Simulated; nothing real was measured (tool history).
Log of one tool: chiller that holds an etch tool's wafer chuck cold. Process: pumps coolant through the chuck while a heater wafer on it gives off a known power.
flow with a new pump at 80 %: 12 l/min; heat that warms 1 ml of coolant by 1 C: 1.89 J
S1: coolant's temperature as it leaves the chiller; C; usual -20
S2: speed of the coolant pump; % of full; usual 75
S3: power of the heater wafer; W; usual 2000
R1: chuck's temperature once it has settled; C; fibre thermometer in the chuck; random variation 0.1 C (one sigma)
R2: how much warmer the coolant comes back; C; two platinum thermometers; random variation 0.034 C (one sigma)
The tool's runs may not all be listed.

Run 1, hour 0.0: usual settings. Result: R1 -3.8 C, R2 6.47 C.
Run 2, hour 102.1: usual settings. Result: R1 -3.8 C, R2 6.40 C.
Run 3, hour 208.4: usual settings. Result: R1 -3.7 C, R2 6.49 C.
Run 4, hour 307.5: usual settings. Result: R1 -3.7 C, R2 6.44 C.
Run 5, hour 403.9: usual settings. Result: R1 -3.8 C, R2 6.43 C.
Run 6, hour 557.1: usual settings. Result: R1 -3.6 C, R2 6.43 C.
Run 7, hour 701.9: usual settings. Result: R1 -3.5 C, R2 6.49 C.
Run 8, hour 913.7: usual settings. Result: R1 -3.3 C, R2 6.44 C.
Run 9, hour 1023.0: usual settings. Result: R1 -3.3 C, R2 6.52 C.
Run 10, hour 1254.0: usual settings but S3 1929 W. Result: R1 -3.9 C, R2 6.27 C.
Run 11, hour 1358.2: usual settings but S1 -23 C, S3 1225 W. Result: R1 -12.5 C, R2 4.05 C.
Run 12, hour 1472.1: usual settings but S2 76 % of full, S3 2787 W. Result: R1 3.2 C, R2 8.98 C.
Run 13, hour 1633.2: usual settings but S2 76 % of full, S3 2787 W. Result: R1 3.2 C, R2 9.05 C.
At hour 1649.0: chiller's thermometer calibrated.
Run 14, hour 1788.7: usual settings but S1 -21 C, S2 66 % of full, S3 2771 W. Result: R1 5.1 C, R2 10.42 C.

Forecast run 15:
Run 15, hour 1976.7: usual settings but S1 -21 C, S2 66 % of full, S3 2771 W. Result: R1 ?, R2 ?.

R1: 5.2 C
R2: 10.44 C
Without the tool's hidden state the same run would have given R1 0.6 C, R2 8.91 C.
